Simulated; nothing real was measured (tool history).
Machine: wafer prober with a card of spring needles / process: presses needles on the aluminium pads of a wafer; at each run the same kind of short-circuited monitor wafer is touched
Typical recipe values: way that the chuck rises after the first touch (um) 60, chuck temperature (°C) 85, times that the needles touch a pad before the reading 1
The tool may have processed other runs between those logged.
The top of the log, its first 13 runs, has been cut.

| run | day | way that the chuck rises after the first touch (um) | chuck temperature (°C) | times that the needles touch a pad before the reading | touches since the tips were cleaned | cleanings since the card got new needles | touches since the first contact's height was set | resistance of one needle with its contact and lead (mohm) | way that a needle slides on the pad (um) |
|---|---|---|---|---|---|---|---|---|---|
|  | 13.788 | tips cleaned on abrasive film |
| 14 | 14.229 | 60 | 114 | 1 | 6593 | 127 | 39529 | 268 | 9.08 |
|  | 14.362 | tips cleaned on abrasive film |
|  | 14.975 | tips cleaned on abrasive film |
|  | 15.538 | tips cleaned on abrasive film |
| 15 | 15.725 | 60 | 114 | 1 | 2770 | 130 | 61539 | 266 | 9.07 |
|  | 16.075 | tips cleaned on abrasive film |
|  | 16.629 | tips cleaned on abrasive film |
| 16 | 16.867 | 56 | 114 | 1 | 3498 | 132 | 78343 | 267 | 8.49 |
|  | 17.212 | tips cleaned on abrasive film |
|  | 17.746 | tips cleaned on abrasive film |
|  | 18.325 | tips cleaned on abrasive film |
| 17 | 18.325 | 56 | 114 | 1 | 0 | 135 | 99804 | 269 | 8.49 |
|  | 18.883 | tips cleaned on abrasive film |
| 18 | 19.408 | 56 | 114 | 2 | 7814 | 136 | 115828 | 271 | 8.50 |
|  | 19.517 | tips cleaned on abrasive film |
|  | 20.108 | tips cleaned on abrasive film |
| 19 | 20.488 | 48 | 40 | 2 | 5597 | 138 | 131704 | 255 | 7.29 |
|  | 20.679 | tips cleaned on abrasive film |
|  | 20.692 | height of the first contact set anew |
|  | 21.267 | tips cleaned on abrasive film |
| 20 | 21.567 | 48 | 40 | 2 | 4406 | 140 | 12878 | 253 | 7.30 |
|  | 21.883 | tips cleaned on abrasive film |
|  | 22.462 | tips cleaned on abrasive film |
| 21 | 22.862 | 47 | 106 | 1 | 5921 | 142 | 31999 | 270 | 7.15 |
|  | 23.050 | tips cleaned on abrasive film |
|  | 23.600 | tips cleaned on abrasive film |
|  | 24.175 | tips cleaned on abrasive film |
| 22 | 24.333 | 47 | 106 | 1 | 2378 | 145 | 53656 | 273 | 7.17 |
|  | 24.729 | tips cleaned on abrasive film |
|  | 25.383 | tips cleaned on abrasive film |
| 23 | 25.558 | 72 | 51 | 1 | 2578 | 147 | 71701 | 240 | 10.99 |
|  | 25.921 | tips cleaned on abrasive film |
|  | 26.496 | tips cleaned on abrasive film |
| 24 | 26.529 | 58 | 59 | 2 | 523 | 149 | 86018 | 252 | 8.85 |
|  | 27.112 | tips cleaned on abrasive film |
|  | 27.721 | tips cleaned on abrasive film |
| 25 | 27.725 | 50 | 59 | 2 | 92 | 151 | 103645 | 255 | 7.64 |
|  | 28.304 | tips cleaned on abrasive film |
|  | 28.883 | tips cleaned on abrasive film |
| 26 | 28.883 | 71 | 51 | 1 | 0 | 153 | 120695 | 244 | 10.85 |
|  | 29.450 | tips cleaned on abrasive film |
|  | 29.858 | height of the first contact set anew |
|  | 30.008 | tips cleaned on abrasive film |
| 27 | 30.125 | 47 | 85 | 1 | 1711 | 155 | 3898 | 267 | 7.19 |
|  | 30.575 | tips cleaned on abrasive film |
|  | 31.146 | tips cleaned on abrasive film |
| 28 | 31.212 | 47 | 85 | 1 | 991 | 157 | 19960 | 271 | 7.19 |
|  | 31.750 | tips cleaned on abrasive film |
| 29 | 32.158 | 47 | 85 | 1 | 6046 | 158 | 33892 | 268 | 7.22 |
|  | 32.292 | tips cleaned on abrasive film |
|  | 32.633 | gauge calibrated |
|  | 32.854 | tips cleaned on abrasive film |
| 30 | 33.021 | 56 | 26 | 3 | 2468 | 160 | 46567 | 245 | 8.38 |
|  | 33.438 | tips cleaned on abrasive film |
| 31 | 33.688 | 43 | 45 | 2 | 3707 | 161 | 56437 | 258 | 6.45 |

Below are 3 alternative next runs, each starting from the tool's condition after run 31. Predict each:
|  | 33.975 | tips cleaned on abrasive film |
|  | 34.542 | tips cleaned on abrasive film |
| A | 34.638 | 53 | 38 | 2 | 1386 | 163 | 70389 | ? | ? |
|  | 33.975 | tips cleaned on abrasive film |
|  | 34.542 | tips cleaned on abrasive film |
| B | 34.638 | 55 | 45 | 1 | 1386 | 163 | 70389 | ? | ? |
|  | 33.975 | tips cleaned on abrasive film |
|  | 34.542 | tips cleaned on abrasive film |
| C | 34.638 | 65 | 115 | 2 | 1386 | 163 | 70389 | ? | ? |

| run | resistance of one needle with its contact and lead (mohm) | way that a needle slides on the pad (um) |
|---|---|---|
| A | 247 | 7.94 |
| B | 248 | 8.23 |
| C | 262 | 9.75 |
Without the tool's unlogged condition, the same runs would have read:
| run | resistance of one needle with its contact and lead (mohm) | way that a needle slides on the pad (um) |
|---|---|---|
| A | 247 | 7.93 |
| B | 247 | 8.21 |
| C | 262 | 9.73 |
